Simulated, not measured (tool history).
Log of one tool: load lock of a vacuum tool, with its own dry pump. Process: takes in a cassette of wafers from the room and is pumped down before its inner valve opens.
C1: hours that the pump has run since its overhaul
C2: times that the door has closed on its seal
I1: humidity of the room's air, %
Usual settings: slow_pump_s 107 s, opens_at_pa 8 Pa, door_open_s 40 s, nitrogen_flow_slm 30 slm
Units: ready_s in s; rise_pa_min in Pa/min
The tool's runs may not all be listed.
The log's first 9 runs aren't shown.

{"run": 10, "hour": 1064.6, "slow_pump_s": 107, "opens_at_pa": 8, "door_open_s": 40, "nitrogen_flow_slm": 30, "C1": 3837, "C2": 17777, "I1": 44.3, "ready_s": 198.7, "rise_pa_min": 0.014}
{"run": 11, "hour": 1209.8, "slow_pump_s": 107, "opens_at_pa": 8, "door_open_s": 40, "nitrogen_flow_slm": 30, "C1": 3982, "C2": 18018, "I1": 49.5, "ready_s": 198, "rise_pa_min": 0.02}
{"run": 12, "hour": 1346.8, "slow_pump_s": 107, "opens_at_pa": 8, "door_open_s": 40, "nitrogen_flow_slm": 30, "C1": 4119, "C2": 18247, "I1": 45.3, "ready_s": 194.7, "rise_pa_min": 0.018}
{"run": 13, "hour": 1467.2, "slow_pump_s": 107, "opens_at_pa": 13, "door_open_s": 40, "nitrogen_flow_slm": 30, "C1": 4240, "C2": 18447, "I1": 43.6, "ready_s": 188.7, "rise_pa_min": 0.015}
{"run": 14, "hour": 1586.1, "slow_pump_s": 107, "opens_at_pa": 13, "door_open_s": 40, "nitrogen_flow_slm": 30, "C1": 4358, "C2": 18645, "I1": 46.2, "ready_s": 192, "rise_pa_min": 0.013}
{"run": 15, "hour": 1689.2, "slow_pump_s": 107, "opens_at_pa": 13, "door_open_s": 28, "nitrogen_flow_slm": 30, "C1": 4461, "C2": 18817, "I1": 46.5, "ready_s": 192, "rise_pa_min": 0.013}
{"run": 16, "hour": 1759.4, "slow_pump_s": 107, "opens_at_pa": 13, "door_open_s": 28, "nitrogen_flow_slm": 30, "C1": 4532, "C2": 18934, "I1": 43.3, "ready_s": 190.6, "rise_pa_min": 0.014}
{"run": 17, "hour": 1841.3, "slow_pump_s": 107, "opens_at_pa": 13, "door_open_s": 213, "nitrogen_flow_slm": 30, "C1": 4614, "C2": 19070, "I1": 46.5, "ready_s": 192.4, "rise_pa_min": 0.039}
{"run": 18, "hour": 1977.8, "slow_pump_s": 107, "opens_at_pa": 13, "door_open_s": 213, "nitrogen_flow_slm": 30, "C1": 4750, "C2": 19298, "I1": 42, "ready_s": 193.6, "rise_pa_min": 0.037}
{"run": 19, "hour": 2056.1, "slow_pump_s": 107, "opens_at_pa": 13, "door_open_s": 213, "nitrogen_flow_slm": 30, "C1": 4828, "C2": 19428, "I1": 47.3, "ready_s": 191.9, "rise_pa_min": 0.04}
{"run": 20, "hour": 2175.7, "slow_pump_s": 65, "opens_at_pa": 10, "door_open_s": 213, "nitrogen_flow_slm": 12, "C1": 4948, "C2": 19627, "I1": 47.1, "ready_s": 163.1, "rise_pa_min": 0.064}
{"run": 21, "hour": 2267.9, "slow_pump_s": 102, "opens_at_pa": 10, "door_open_s": 87, "nitrogen_flow_slm": 12, "C1": 5040, "C2": 19781, "I1": 45.8, "ready_s": 193.1, "rise_pa_min": 0.04}
{"run": 22, "hour": 2412.3, "slow_pump_s": 104, "opens_at_pa": 10, "door_open_s": 87, "nitrogen_flow_slm": 12, "C1": 5185, "C2": 20022, "I1": 46, "ready_s": 193.8, "rise_pa_min": 0.037}
{"run": 23, "hour": 2510.3, "slow_pump_s": 104, "opens_at_pa": 14, "door_open_s": 129, "nitrogen_flow_slm": 5, "C1": 5283, "C2": 20185, "I1": 45.6, "ready_s": 190.1, "rise_pa_min": 0.066}
{"run": 24, "hour": 2596.3, "slow_pump_s": 104, "opens_at_pa": 14, "door_open_s": 129, "nitrogen_flow_slm": 5, "C1": 5369, "C2": 20328, "I1": 44.9, "ready_s": 189.6, "rise_pa_min": 0.067}
{"run": 25, "hour": 2688.6, "slow_pump_s": 104, "opens_at_pa": 14, "door_open_s": 129, "nitrogen_flow_slm": 5, "C1": 5461, "C2": 20482, "I1": 44.2, "ready_s": 190.3, "rise_pa_min": 0.06}
{"run": 26, "hour": 2834.6, "slow_pump_s": 107, "opens_at_pa": 8, "door_open_s": 72, "nitrogen_flow_slm": 30, "C1": 5607, "C2": 20725, "I1": 40.4, "ready_s": 197.6, "rise_pa_min": 0.021}
{"run": 27, "hour": 2923.3, "slow_pump_s": 107, "opens_at_pa": 7, "door_open_s": 72, "nitrogen_flow_slm": 38, "C1": 5696, "C2": 20873, "I1": 44.2, "ready_s": 200.6, "rise_pa_min": 0.015}
{"hour": 2963.6, "done": "door's seal changed, seat wiped"}
{"run": 28, "hour": 3047.1, "slow_pump_s": 146, "opens_at_pa": 12, "door_open_s": 46, "nitrogen_flow_slm": 30, "C1": 5818, "C2": 139, "I1": 43.1, "ready_s": 224.3, "rise_pa_min": 0.016}
{"run": 29, "hour": 3132.9, "slow_pump_s": 151, "opens_at_pa": 12, "door_open_s": 224, "nitrogen_flow_slm": 30, "C1": 5904, "C2": 282, "I1": 43.9, "ready_s": 228.5, "rise_pa_min": 0.031}
{"run": 30, "hour": 3286.2, "slow_pump_s": 151, "opens_at_pa": 12, "door_open_s": 224, "nitrogen_flow_slm": 30, "C1": 6057, "C2": 538, "I1": 45.6, "ready_s": 228.4, "rise_pa_min": 0.035}
{"run": 31, "hour": 3368.1, "slow_pump_s": 95, "opens_at_pa": 9, "door_open_s": 236, "nitrogen_flow_slm": 19, "C1": 6139, "C2": 674, "I1": 43.8, "ready_s": 187.9, "rise_pa_min": 0.051}

Run 32 comes next. What will it give?
{"run": 32, "hour": 3467.2, "slow_pump_s": 122, "opens_at_pa": 9, "door_open_s": 79, "nitrogen_flow_slm": 6, "C1": 6238, "C2": 839, "I1": 43.5, "ready_s": "?", "rise_pa_min": "?"}

{"run 32": {"ready_s": 208.9, "rise_pa_min": 0.042}}
Without the tool's hidden state the same run would have given ready_s 208.9 s, rise_pa_min 0.042 Pa/min.

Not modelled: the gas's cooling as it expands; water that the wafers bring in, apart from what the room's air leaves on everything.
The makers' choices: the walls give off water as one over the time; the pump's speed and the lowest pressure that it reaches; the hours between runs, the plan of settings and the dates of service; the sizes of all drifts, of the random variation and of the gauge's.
